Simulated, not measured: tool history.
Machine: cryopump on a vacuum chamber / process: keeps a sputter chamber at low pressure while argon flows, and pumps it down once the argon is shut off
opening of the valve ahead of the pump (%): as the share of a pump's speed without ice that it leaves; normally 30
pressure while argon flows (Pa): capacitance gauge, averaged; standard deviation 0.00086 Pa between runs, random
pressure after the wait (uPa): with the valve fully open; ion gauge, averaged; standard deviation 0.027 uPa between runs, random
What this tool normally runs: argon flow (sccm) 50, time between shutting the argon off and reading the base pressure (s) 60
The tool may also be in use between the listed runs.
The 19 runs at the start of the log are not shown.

| run | hour | argon flow (sccm) | time between shutting the argon off and reading the base pressure (s) | opening of the valve ahead of the pump (%) | hours of work since the pump was warmed up and emptied | hours of work since the cold head was overhauled | hours of work since the chamber's fittings were tightened | pressure while argon flows (Pa) | pressure after the wait (uPa) |
|---|---|---|---|---|---|---|---|---|---|
| 20 | 1186.6 | 36 | 60 | 23 | 163 | 3220 | 1615 | 0.1674 | 2.34 |
| 21 | 1227.4 | 21 | 79 | 23 | 193 | 3250 | 1645 | 0.0987 | 2.14 |
| 22 | 1284.4 | 21 | 93 | 40 | 235 | 3292 | 1687 | 0.0584 | 2.1 |
| 23 | 1364.6 | 41 | 81 | 41 | 294 | 3352 | 1747 | 0.1123 | 2.24 |
| 24 | 1410.7 | 41 | 81 | 41 | 328 | 3386 | 1781 | 0.1119 | 2.33 |
| 25 | 1493.5 | 66 | 291 | 15 | 390 | 3447 | 1842 | 0.4776 | 1.86 |
|  | 1524 | pump warmed up, emptied and cooled again |
| 26 | 1561.1 | 50 | 229 | 31 | 27 | 3493 | 1888 | 0.1726 | 1.8 |
| 27 | 1606.1 | 50 | 229 | 31 | 61 | 3527 | 1922 | 0.1721 | 1.81 |

For run 28, what comes out?
| 28 | 1658.3 | 50 | 205 | 20 | 99 | 3565 | 1960 | ? | ? |

pressure while argon flows (Pa): 0.2655
pressure after the wait (uPa): 1.85
Take away the tool's hidden state, keep the run-to-run variation as it was, and the same run would have given pressure while argon flows (Pa) 0.2622, pressure after the wait (uPa) 0.48.
